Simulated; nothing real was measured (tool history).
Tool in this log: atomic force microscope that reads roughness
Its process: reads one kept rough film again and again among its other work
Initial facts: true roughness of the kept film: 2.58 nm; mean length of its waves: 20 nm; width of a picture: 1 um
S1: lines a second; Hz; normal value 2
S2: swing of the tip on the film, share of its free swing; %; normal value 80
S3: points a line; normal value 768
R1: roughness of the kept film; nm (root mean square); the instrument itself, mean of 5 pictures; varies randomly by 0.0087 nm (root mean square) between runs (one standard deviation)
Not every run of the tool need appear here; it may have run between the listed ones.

{"run": 1, "day": 0.0, "S1": 2, "S2": 80, "S3": 768, "R1": 1.935}
{"run": 2, "day": 1.638, "S1": 0.96, "S2": 80, "S3": 768, "R1": 2.041}
{"run": 3, "day": 3.004, "S1": 0.96, "S2": 80, "S3": 768, "R1": 2.06}
{"run": 4, "day": 5.162, "S1": 0.96, "S2": 80, "S3": 768, "R1": 2.053}
{"run": 5, "day": 7.321, "S1": 0.96, "S2": 80, "S3": 768, "R1": 2.047}
{"run": 6, "day": 8.533, "S1": 0.96, "S2": 80, "S3": 768, "R1": 2.048}
{"run": 7, "day": 9.954, "S1": 2, "S2": 80, "S3": 768, "R1": 1.938}
{"run": 8, "day": 12.046, "S1": 2, "S2": 80, "S3": 768, "R1": 1.936}
{"run": 9, "day": 14.312, "S1": 2, "S2": 80, "S3": 768, "R1": 1.936}
{"run": 10, "day": 16.083, "S1": 2, "S2": 80, "S3": 704, "R1": 1.941}
{"run": 11, "day": 17.196, "S1": 2, "S2": 80, "S3": 704, "R1": 1.94}
{"run": 12, "day": 19.229, "S1": 2, "S2": 80, "S3": 541, "R1": 1.908}
{"run": 13, "day": 20.446, "S1": 2, "S2": 80, "S3": 541, "R1": 1.917}
{"run": 14, "day": 21.946, "S1": 2, "S2": 80, "S3": 768, "R1": 1.934}
{"run": 15, "day": 23.425, "S1": 2, "S2": 69, "S3": 768, "R1": 2.028}
{"run": 16, "day": 25.15, "S1": 2, "S2": 69, "S3": 768, "R1": 2.03}
{"run": 17, "day": 27.671, "S1": 2, "S2": 69, "S3": 768, "R1": 2.043}
{"run": 18, "day": 29.288, "S1": 2, "S2": 80, "S3": 682, "R1": 1.945}
{"run": 19, "day": 30.6, "S1": 2, "S2": 80, "S3": 682, "R1": 1.935}
{"run": 20, "day": 31.667, "S1": 0.85, "S2": 55, "S3": 682, "R1": 2.157}
{"run": 21, "day": 34.075, "S1": 0.85, "S2": 55, "S3": 308, "R1": 2.118}
{"run": 22, "day": 35.679, "S1": 1.59, "S2": 80, "S3": 916, "R1": 1.981}
{"run": 23, "day": 37.779, "S1": 1.59, "S2": 80, "S3": 916, "R1": 1.971}
{"run": 24, "day": 39.604, "S1": 0.59, "S2": 56, "S3": 322, "R1": 2.112}
{"run": 25, "day": 40.862, "S1": 0.59, "S2": 56, "S3": 322, "R1": 2.105}
{"run": 26, "day": 42.138, "S1": 0.59, "S2": 56, "S3": 322, "R1": 2.123}
{"run": 27, "day": 43.479, "S1": 3.37, "S2": 90, "S3": 464, "R1": 1.635}
{"run": 28, "day": 44.721, "S1": 1.87, "S2": 90, "S3": 613, "R1": 1.828}
{"run": 29, "day": 45.904, "S1": 1.78, "S2": 90, "S3": 569, "R1": 1.854}
{"run": 30, "day": 47.85, "S1": 1.78, "S2": 90, "S3": 569, "R1": 1.829}
{"run": 31, "day": 48.942, "S1": 0.86, "S2": 60, "S3": 294, "R1": 2.097}
{"run": 32, "day": 50.871, "S1": 2, "S2": 61, "S3": 768, "R1": 2.099}
{"run": 33, "day": 52.642, "S1": 1.07, "S2": 77, "S3": 968, "R1": 2.068}
{"run": 34, "day": 55.0, "S1": 1.19, "S2": 60, "S3": 968, "R1": 2.143}
{"run": 35, "day": 56.871, "S1": 1.19, "S2": 60, "S3": 968, "R1": 2.125}
{"run": 36, "day": 58.65, "S1": 0.69, "S2": 80, "S3": 344, "R1": 2.039}
{"run": 37, "day": 59.892, "S1": 2, "S2": 67, "S3": 368, "R1": 2.024}
{"run": 38, "day": 61.904, "S1": 2, "S2": 61, "S3": 857, "R1": 2.088}

Taken out of this log: 6 entries between the listed runs. Where each belongs, and how the hidden state differs across it:
Runs 2 to 3: new tip fitted (day 2.404)
  radius of the tip, nm: 7.1 -> 7
Runs 8 to 9: new tip fitted (day 13.888)
  radius of the tip, nm: 7.1 -> 7
Runs 16 to 17: new tip fitted (day 25.304)
  radius of the tip, nm: 7.1 -> 7
Runs 22 to 23: new tip fitted (day 36.696)
  radius of the tip, nm: 7.1 -> 7
Runs 30 to 31: new tip fitted (day 48.112)
  radius of the tip, nm: 7.1 -> 7
Runs 36 to 37: new tip fitted (day 59.621)
  radius of the tip, nm: 7.1 -> 7
